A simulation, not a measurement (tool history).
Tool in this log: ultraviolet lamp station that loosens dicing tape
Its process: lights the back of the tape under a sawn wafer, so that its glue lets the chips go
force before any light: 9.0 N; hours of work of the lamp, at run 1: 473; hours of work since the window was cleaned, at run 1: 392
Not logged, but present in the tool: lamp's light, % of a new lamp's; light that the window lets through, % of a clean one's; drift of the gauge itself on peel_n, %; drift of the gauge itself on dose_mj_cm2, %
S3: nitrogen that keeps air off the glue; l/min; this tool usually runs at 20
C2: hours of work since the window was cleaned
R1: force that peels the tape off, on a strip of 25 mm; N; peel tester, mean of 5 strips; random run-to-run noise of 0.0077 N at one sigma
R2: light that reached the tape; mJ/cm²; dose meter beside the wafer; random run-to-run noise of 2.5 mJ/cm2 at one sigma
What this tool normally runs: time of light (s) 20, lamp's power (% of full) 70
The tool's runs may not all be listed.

{"run": 1, "hour": 0.0, "time of light (s)": 20, "lamp's power (% of full)": 70, "S3": 20, "hours of work of the lamp": 473, "C2": 392, "R1": 0.603, "R2": 218}
{"run": 2, "hour": 25.5, "time of light (s)": 20, "lamp's power (% of full)": 69, "S3": 20, "hours of work of the lamp": 492, "C2": 412, "R1": 0.633, "R2": 211}
{"run": 3, "hour": 54.2, "time of light (s)": 20, "lamp's power (% of full)": 69, "S3": 20, "hours of work of the lamp": 514, "C2": 433, "R1": 0.631, "R2": 211}
{"run": 4, "hour": 85.8, "time of light (s)": 20, "lamp's power (% of full)": 84, "S3": 20, "hours of work of the lamp": 537, "C2": 457, "R1": 0.438, "R2": 248}
{"run": 5, "hour": 119.7, "time of light (s)": 20, "lamp's power (% of full)": 90, "S3": 20, "hours of work of the lamp": 563, "C2": 482, "R1": 0.405, "R2": 263}
{"run": 6, "hour": 158.1, "time of light (s)": 20, "lamp's power (% of full)": 70, "S3": 20, "hours of work of the lamp": 592, "C2": 511, "R1": 0.703, "R2": 198}
{"hour": 183.0, "done": "window cleaned of glue's vapour"}
{"run": 7, "hour": 195.9, "time of light (s)": 20, "lamp's power (% of full)": 70, "S3": 20, "hours of work of the lamp": 620, "C2": 10, "R1": 0.815, "R2": 185}
{"run": 8, "hour": 213.0, "time of light (s)": 20, "lamp's power (% of full)": 70, "S3": 20, "hours of work of the lamp": 632, "C2": 23, "R1": 0.851, "R2": 180}
{"run": 9, "hour": 231.8, "time of light (s)": 20, "lamp's power (% of full)": 90, "S3": 20, "hours of work of the lamp": 647, "C2": 37, "R1": 0.528, "R2": 232}
{"run": 10, "hour": 255.3, "time of light (s)": 20, "lamp's power (% of full)": 70, "S3": 20, "hours of work of the lamp": 664, "C2": 54, "R1": 0.894, "R2": 178}
{"run": 11, "hour": 279.7, "time of light (s)": 20, "lamp's power (% of full)": 70, "S3": 20, "hours of work of the lamp": 683, "C2": 73, "R1": 0.891, "R2": 171}
{"run": 12, "hour": 298.0, "time of light (s)": 20, "lamp's power (% of full)": 70, "S3": 20, "hours of work of the lamp": 696, "C2": 86, "R1": 0.975, "R2": 170}
{"run": 13, "hour": 328.6, "time of light (s)": 20, "lamp's power (% of full)": 70, "S3": 20, "hours of work of the lamp": 719, "C2": 109, "R1": 0.981, "R2": 172}
{"run": 14, "hour": 350.1, "time of light (s)": 20, "lamp's power (% of full)": 90, "S3": 20, "hours of work of the lamp": 735, "C2": 125, "R1": 0.596, "R2": 220}
{"hour": 358.5, "done": "window cleaned of glue's vapour, once more"}
{"run": 15, "hour": 377.0, "time of light (s)": 20, "lamp's power (% of full)": 90, "S3": 20, "hours of work of the lamp": 755, "C2": 14, "R1": 0.461, "R2": 244}
{"run": 16, "hour": 414.8, "time of light (s)": 20, "lamp's power (% of full)": 70, "S3": 20, "hours of work of the lamp": 784, "C2": 42, "R1": 0.818, "R2": 184}
{"run": 17, "hour": 434.0, "time of light (s)": 34, "lamp's power (% of full)": 70, "S3": 20, "hours of work of the lamp": 798, "C2": 57, "R1": 0.291, "R2": 310}
{"run": 18, "hour": 454.3, "time of light (s)": 34, "lamp's power (% of full)": 70, "S3": 20, "hours of work of the lamp": 813, "C2": 72, "R1": 0.289, "R2": 309}
{"run": 19, "hour": 477.2, "time of light (s)": 34, "lamp's power (% of full)": 70, "S3": 20, "hours of work of the lamp": 830, "C2": 89, "R1": 0.298, "R2": 302}
{"run": 20, "hour": 502.0, "time of light (s)": 20, "lamp's power (% of full)": 70, "S3": 20, "hours of work of the lamp": 849, "C2": 108, "R1": 0.903, "R2": 173}
{"run": 21, "hour": 525.6, "time of light (s)": 20, "lamp's power (% of full)": 70, "S3": 20, "hours of work of the lamp": 867, "C2": 125, "R1": 0.956, "R2": 171}
{"run": 22, "hour": 561.3, "time of light (s)": 20, "lamp's power (% of full)": 72, "S3": 16, "hours of work of the lamp": 894, "C2": 152, "R1": 1.166, "R2": 174}
{"run": 23, "hour": 597.0, "time of light (s)": 20, "lamp's power (% of full)": 72, "S3": 29, "hours of work of the lamp": 920, "C2": 179, "R1": 0.762, "R2": 169}
{"run": 24, "hour": 614.5, "time of light (s)": 15, "lamp's power (% of full)": 78, "S3": 20, "hours of work of the lamp": 933, "C2": 192, "R1": 1.466, "R2": 139}
{"run": 25, "hour": 648.1, "time of light (s)": 20, "lamp's power (% of full)": 85, "S3": 6, "hours of work of the lamp": 959, "C2": 217, "R1": 1.929, "R2": 191}
{"run": 26, "hour": 682.8, "time of light (s)": 20, "lamp's power (% of full)": 85, "S3": 6, "hours of work of the lamp": 985, "C2": 243, "R1": 2.141, "R2": 184}
{"hour": 685.8, "done": "lamp changed"}
{"run": 27, "hour": 704.9, "time of light (s)": 20, "lamp's power (% of full)": 85, "S3": 6, "hours of work of the lamp": 14, "C2": 259, "R1": 0.619, "R2": 358}
{"run": 28, "hour": 724.1, "time of light (s)": 20, "lamp's power (% of full)": 79, "S3": 21, "hours of work of the lamp": 29, "C2": 274, "R1": 0.263, "R2": 329}
{"run": 29, "hour": 746.8, "time of light (s)": 22, "lamp's power (% of full)": 70, "S3": 20, "hours of work of the lamp": 46, "C2": 291, "R1": 0.285, "R2": 321}
{"run": 30, "hour": 779.9, "time of light (s)": 22, "lamp's power (% of full)": 70, "S3": 20, "hours of work of the lamp": 71, "C2": 316, "R1": 0.298, "R2": 312}
{"run": 31, "hour": 802.6, "time of light (s)": 22, "lamp's power (% of full)": 73, "S3": 20, "hours of work of the lamp": 88, "C2": 333, "R1": 0.273, "R2": 325}
{"run": 32, "hour": 833.1, "time of light (s)": 20, "lamp's power (% of full)": 70, "S3": 15, "hours of work of the lamp": 111, "C2": 355, "R1": 0.469, "R2": 278}
{"run": 33, "hour": 866.1, "time of light (s)": 20, "lamp's power (% of full)": 70, "S3": 15, "hours of work of the lamp": 135, "C2": 380, "R1": 0.483, "R2": 273}
{"run": 34, "hour": 902.0, "time of light (s)": 20, "lamp's power (% of full)": 70, "S3": 15, "hours of work of the lamp": 162, "C2": 407, "R1": 0.492, "R2": 270}
{"run": 35, "hour": 938.6, "time of light (s)": 20, "lamp's power (% of full)": 70, "S3": 15, "hours of work of the lamp": 190, "C2": 435, "R1": 0.508, "R2": 259}
{"run": 36, "hour": 969.3, "time of light (s)": 20, "lamp's power (% of full)": 70, "S3": 15, "hours of work of the lamp": 213, "C2": 458, "R1": 0.53, "R2": 260}
{"run": 37, "hour": 990.3, "time of light (s)": 16, "lamp's power (% of full)": 70, "S3": 20, "hours of work of the lamp": 229, "C2": 474, "R1": 0.649, "R2": 204}
{"run": 38, "hour": 1028.0, "time of light (s)": 16, "lamp's power (% of full)": 70, "S3": 20, "hours of work of the lamp": 257, "C2": 502, "R1": 0.677, "R2": 201}
{"hour": 1064.7, "done": "window cleaned of glue's vapour"}
{"run": 39, "hour": 1068.2, "time of light (s)": 25, "lamp's power (% of full)": 95, "S3": 6, "hours of work of the lamp": 287, "C2": 3, "R1": 0.378, "R2": 451}
{"run": 40, "hour": 1105.6, "time of light (s)": 20, "lamp's power (% of full)": 70, "S3": 12, "hours of work of the lamp": 315, "C2": 31, "R1": 0.657, "R2": 264}
{"run": 41, "hour": 1125.5, "time of light (s)": 20, "lamp's power (% of full)": 70, "S3": 12, "hours of work of the lamp": 330, "C2": 46, "R1": 0.657, "R2": 256}
{"run": 42, "hour": 1163.7, "time of light (s)": 21, "lamp's power (% of full)": 70, "S3": 20, "hours of work of the lamp": 358, "C2": 74, "R1": 0.391, "R2": 269}

Here are 4 independent what-if runs from the current tool condition. What would each one return?
{"run": "A", "hour": 1193.0, "time of light (s)": 11, "lamp's power (% of full)": 70, "S3": 20, "hours of work of the lamp": 380, "C2": 96, "R1": "?", "R2": "?"}
{"run": "B", "hour": 1193.0, "time of light (s)": 38, "lamp's power (% of full)": 70, "S3": 20, "hours of work of the lamp": 380, "C2": 96, "R1": "?", "R2": "?"}
{"run": "C", "hour": 1193.0, "time of light (s)": 20, "lamp's power (% of full)": 67, "S3": 9, "hours of work of the lamp": 380, "C2": 96, "R1": "?", "R2": "?"}
{"run": "D", "hour": 1193.0, "time of light (s)": 20, "lamp's power (% of full)": 82, "S3": 29, "hours of work of the lamp": 380, "C2": 96, "R1": "?", "R2": "?"}

run=A R1=1.418 R2=141
run=B R1=0.195 R2=472
run=C R1=1.035 R2=237
run=D R1=0.250 R2=293
Stripped of hidden state, with their random variation kept, the same runs would have yielded:
run=A R1=0.965 R2=173
run=B R1=0.186 R2=582
run=C R1=0.675 R2=293
run=D R1=0.202 R2=361
